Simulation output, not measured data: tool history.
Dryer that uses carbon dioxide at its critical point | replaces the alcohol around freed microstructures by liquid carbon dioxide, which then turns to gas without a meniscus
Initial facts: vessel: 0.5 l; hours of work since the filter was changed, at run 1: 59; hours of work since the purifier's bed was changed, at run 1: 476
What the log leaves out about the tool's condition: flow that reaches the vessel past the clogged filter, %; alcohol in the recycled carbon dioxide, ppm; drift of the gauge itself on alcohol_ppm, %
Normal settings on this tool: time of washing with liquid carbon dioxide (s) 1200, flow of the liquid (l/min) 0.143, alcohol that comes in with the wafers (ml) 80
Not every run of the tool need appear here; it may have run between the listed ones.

| run | hour | time of washing with liquid carbon dioxide (s) | flow of the liquid (l/min) | alcohol that comes in with the wafers (ml) | hours of work since the filter was changed | hours of work since the purifier's bed was changed | alcohol left in the vessel before it's heated (ppm by volume) |
|---|---|---|---|---|---|---|---|
| 1 | 0.0 | 1200 | 0.143 | 80 | 59 | 476 | 938 |
| 2 | 12.7 | 1200 | 0.141 | 80 | 64 | 481 | 1000 |
| 3 | 29.9 | 1200 | 0.141 | 80 | 70 | 487 | 968 |
| 4 | 60.7 | 1200 | 0.141 | 80 | 82 | 499 | 1025 |
| 5 | 82.8 | 1200 | 0.141 | 80 | 91 | 508 | 1037 |
| 6 | 108.4 | 1200 | 0.141 | 80 | 100 | 517 | 1048 |
| 7 | 124.3 | 1200 | 0.141 | 80 | 106 | 523 | 1057 |
| 8 | 138.1 | 1200 | 0.143 | 80 | 112 | 529 | 985 |
| 9 | 156.8 | 1200 | 0.143 | 80 | 119 | 536 | 1026 |
| 10 | 179.2 | 1200 | 0.143 | 33 | 127 | 544 | 442 |
| 11 | 198.9 | 1200 | 0.143 | 33 | 135 | 552 | 461 |
| 12 | 228.0 | 1200 | 0.143 | 33 | 146 | 563 | 471 |
| 13 | 258.1 | 1200 | 0.143 | 33 | 158 | 575 | 473 |
| 14 | 282.7 | 1200 | 0.143 | 33 | 167 | 584 | 494 |
| 15 | 308.5 | 1200 | 0.143 | 77 | 177 | 594 | 1041 |
| 16 | 329.8 | 1200 | 0.143 | 77 | 185 | 602 | 1045 |
| 17 | 346.9 | 1200 | 0.143 | 40 | 192 | 609 | 578 |
| 18 | 360.6 | 1200 | 0.114 | 80 | 197 | 614 | 3014 |
| 19 | 386.5 | 1200 | 0.143 | 51 | 207 | 624 | 725 |
| 20 | 401.9 | 840 | 0.090 | 25 | 213 | 630 | 5608 |
| 21 | 416.8 | 1380 | 0.231 | 36 | 218 | 635 | 68 |
| 22 | 442.4 | 840 | 0.231 | 104 | 228 | 645 | 792 |
| 23 | 469.8 | 1680 | 0.211 | 90 | 239 | 656 | 75 |
| 24 | 498.8 | 1440 | 0.106 | 37 | 250 | 667 | 975 |
| 25 | 526.4 | 960 | 0.125 | 73 | 260 | 677 | 4637 |
| 26 | 551.8 | 960 | 0.238 | 73 | 270 | 687 | 271 |
| 27 | 573.1 | 1620 | 0.238 | 49 | 278 | 695 | 61 |
| 28 | 599.2 | 840 | 0.206 | 36 | 288 | 705 | 567 |
| 29 | 612.1 | 840 | 0.206 | 36 | 293 | 710 | 577 |
| 30 | 635.0 | 840 | 0.206 | 38 | 302 | 719 | 619 |
| 31 | 664.3 | 840 | 0.206 | 38 | 313 | 730 | 616 |
| 32 | 694.8 | 1260 | 0.184 | 80 | 325 | 742 | 300 |
| 33 | 722.9 | 1800 | 0.101 | 52 | 336 | 753 | 687 |
| 34 | 738.8 | 1800 | 0.101 | 52 | 342 | 759 | 689 |
|  | 756.4 | purifier's bed changed |
| 35 | 759.3 | 900 | 0.125 | 21 | 348 | 1 | 1737 |
| 36 | 780.3 | 1200 | 0.143 | 107 | 356 | 9 | 1681 |
| 37 | 806.0 | 1200 | 0.126 | 107 | 366 | 19 | 3046 |
| 38 | 832.1 | 1080 | 0.143 | 80 | 376 | 29 | 2042 |

Predict each of these 5 candidate next runs independently; none follows another, all start after run 38:
| A | 851.6 | 780 | 0.111 | 80 | 384 | 36 | ? |
| B | 851.6 | 1080 | 0.191 | 80 | 384 | 36 | ? |
| C | 851.6 | 1080 | 0.129 | 80 | 384 | 36 | ? |
| D | 851.6 | 1560 | 0.143 | 80 | 384 | 36 | ? |
| E | 851.6 | 1500 | 0.143 | 80 | 384 | 36 | ? |

| run | alcohol left in the vessel before it's heated (ppm by volume) |
|---|---|
| A | 14200 |
| B | 491 |
| C | 3247 |
| D | 322 |
| E | 400 |
What these runs would have given with no unlogged condition in the tool:
| run | alcohol left in the vessel before it's heated (ppm by volume) |
|---|---|
| A | 11191 |
| B | 275 |
| C | 2212 |
| D | 171 |
| E | 224 |
